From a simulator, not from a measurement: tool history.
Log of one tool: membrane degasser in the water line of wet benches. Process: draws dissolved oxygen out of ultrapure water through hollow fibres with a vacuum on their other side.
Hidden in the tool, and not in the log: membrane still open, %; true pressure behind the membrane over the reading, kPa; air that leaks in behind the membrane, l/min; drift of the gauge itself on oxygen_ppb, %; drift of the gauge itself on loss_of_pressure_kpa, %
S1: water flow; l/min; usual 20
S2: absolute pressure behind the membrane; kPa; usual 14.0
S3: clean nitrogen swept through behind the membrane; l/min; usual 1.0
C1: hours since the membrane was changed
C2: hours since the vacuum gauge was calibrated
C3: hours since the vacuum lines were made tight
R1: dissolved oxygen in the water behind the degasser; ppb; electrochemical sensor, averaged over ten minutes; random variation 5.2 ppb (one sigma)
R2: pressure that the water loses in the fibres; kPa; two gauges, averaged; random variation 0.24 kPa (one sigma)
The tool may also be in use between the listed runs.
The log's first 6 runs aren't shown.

run,day,S1,S2,S3,C1,C2,C3,R1,R2
7,29.762,20,14.0,1.4,7205,1997,2522,447.2,69.33
8,32.629,20,14.0,1.4,7274,2065,2591,449.6,68.73
9,37.517,20,14.0,1.0,7391,2183,2708,551.7,68.71
10,44.388,20,18.5,1.0,7556,2348,2873,737.1,69.08
11,49.633,20,18.5,1.0,7682,2474,2999,751.5,68.79
12,54.654,20,18.5,1.0,7803,2594,3120,748.2,69.01
13,60.779,20,18.5,1.0,7950,2741,3267,739.4,69.39
14,65.312,20,18.5,1.0,8059,2850,3375,735.0,69.10
15,70.933,20,18.5,1.0,8193,2985,3510,758.7,69.52

Forecast run 16:
16,77.450,12,18.5,1.0,8350,3141,3667,?,?

Run 16 gave R1 447.5 ppb, R2 41.46 kPa.
Without the tool's hidden state the same run would have given R1 425.9 ppb, R2 37.75 kPa.
